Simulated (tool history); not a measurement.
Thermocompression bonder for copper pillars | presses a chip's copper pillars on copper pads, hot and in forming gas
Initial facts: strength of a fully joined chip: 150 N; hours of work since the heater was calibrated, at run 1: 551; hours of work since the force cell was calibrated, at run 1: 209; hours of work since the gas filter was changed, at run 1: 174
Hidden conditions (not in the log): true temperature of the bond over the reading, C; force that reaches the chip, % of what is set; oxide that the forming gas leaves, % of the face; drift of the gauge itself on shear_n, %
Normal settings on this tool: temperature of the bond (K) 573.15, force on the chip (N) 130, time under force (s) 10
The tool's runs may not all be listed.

run   hour  temperature of the bond (K)  force on the chip (N)  time under force (s)  hours of work since the heater was calibrated  hours of work since the force cell was calibrated  hours of work since the gas filter was changed  force that shears a chip off (N)
  1    0.0                       573.15                    130                    10                                            551                                                209                                             174                              47.5
  2   23.1                       573.15                    130                    10                                            561                                                220                                             185                              46.9
  3   43.2                       573.15                    130                    10                                            571                                                229                                             194                              46.6
  4   63.6                       600.15                    130                    10                                            580                                                239                                             204                              63.8
  5   98.3                       600.15                    130                    10                                            596                                                255                                             220                              63.0
  6  130.8                       600.15                    130                    10                                            611                                                270                                             235                              62.8
  7  159.5                       600.15                    130                    10                                            624                                                283                                             248                              61.7
  8  187.2                       573.15                    101                    10                                            637                                                296                                             261                              39.2
  9  226.5                       573.15                    101                    10                                            655                                                314                                             279                              38.3
 10  261.0                       588.15                    101                    10                                            671                                                330                                             295                              46.0
 11  284.2                       588.15                    101                    10                                            682                                                341                                             306                              46.4
 12  301.5                       573.15                     80                    27                                            690                                                349                                             314                              50.5

What does the tool deliver on the next run?
 13  325.9                       573.15                     80                    27                                            701                                                360                                             325                                 ?

Run 13 produced force that shears a chip off (N) 50.2.
If the tool had no hidden condition, the same run with the same run-to-run variation would have returned force that shears a chip off (N) 58.1.
